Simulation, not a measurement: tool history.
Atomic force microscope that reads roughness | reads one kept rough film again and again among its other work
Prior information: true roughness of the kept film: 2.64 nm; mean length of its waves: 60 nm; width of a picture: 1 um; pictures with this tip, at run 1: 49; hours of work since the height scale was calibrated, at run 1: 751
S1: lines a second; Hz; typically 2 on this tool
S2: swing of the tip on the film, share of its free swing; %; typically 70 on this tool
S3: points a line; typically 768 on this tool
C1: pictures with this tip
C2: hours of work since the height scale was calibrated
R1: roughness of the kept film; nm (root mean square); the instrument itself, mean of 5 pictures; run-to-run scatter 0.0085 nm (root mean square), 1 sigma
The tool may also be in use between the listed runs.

{"run": 1, "hour": 0.0, "S1": 2, "S2": 70, "S3": 768, "C1": 49, "C2": 751, "R1": 2.504}
{"run": 2, "hour": 29.4, "S1": 2, "S2": 70, "S3": 768, "C1": 103, "C2": 772, "R1": 2.499}
{"run": 3, "hour": 48.8, "S1": 2, "S2": 70, "S3": 768, "C1": 139, "C2": 786, "R1": 2.472}
{"run": 4, "hour": 85.9, "S1": 2, "S2": 70, "S3": 768, "C1": 207, "C2": 812, "R1": 2.454}
{"run": 5, "hour": 127.8, "S1": 0.51, "S2": 70, "S3": 768, "C1": 284, "C2": 842, "R1": 2.498}
{"run": 6, "hour": 154.0, "S1": 3.72, "S2": 70, "S3": 768, "C1": 332, "C2": 861, "R1": 2.35}
{"hour": 180.4, "done": "new tip fitted"}
{"run": 7, "hour": 197.4, "S1": 3.61, "S2": 70, "S3": 768, "C1": 31, "C2": 891, "R1": 2.467}
{"run": 8, "hour": 238.1, "S1": 3.61, "S2": 70, "S3": 768, "C1": 106, "C2": 920, "R1": 2.436}
{"hour": 242.2, "done": "height scale calibrated on a step standard"}
{"run": 9, "hour": 261.8, "S1": 3.61, "S2": 70, "S3": 768, "C1": 147, "C2": 14, "R1": 2.437}
{"run": 10, "hour": 283.6, "S1": 2.7, "S2": 69, "S3": 768, "C1": 188, "C2": 29, "R1": 2.468}
{"run": 11, "hour": 304.4, "S1": 2.7, "S2": 69, "S3": 768, "C1": 226, "C2": 44, "R1": 2.439}
{"run": 12, "hour": 339.2, "S1": 1.12, "S2": 76, "S3": 289, "C1": 290, "C2": 69, "R1": 2.468}
{"run": 13, "hour": 381.5, "S1": 1.12, "S2": 76, "S3": 289, "C1": 367, "C2": 99, "R1": 2.443}
{"hour": 385.2, "done": "new tip fitted"}
{"run": 14, "hour": 429.6, "S1": 1.12, "S2": 76, "S3": 289, "C1": 82, "C2": 133, "R1": 2.542}
{"run": 15, "hour": 463.4, "S1": 1.12, "S2": 76, "S3": 289, "C1": 144, "C2": 157, "R1": 2.519}

Per-run results on a tool with no hidden state, each run keeping its own random variation:
The hidden state here: radius of the tip, nm; height scale over the true one, %; drift of the gauge itself on roughness_nm, %.
run=1 R1=2.501
run=2 R1=2.515
run=3 R1=2.502
run=4 R1=2.508
run=5 R1=2.58
run=6 R1=2.444
run=7 R1=2.453
run=8 R1=2.451
run=9 R1=2.447
run=10 R1=2.493
run=11 R1=2.476
run=12 R1=2.531
run=13 R1=2.534
run=14 R1=2.523
run=15 R1=2.523
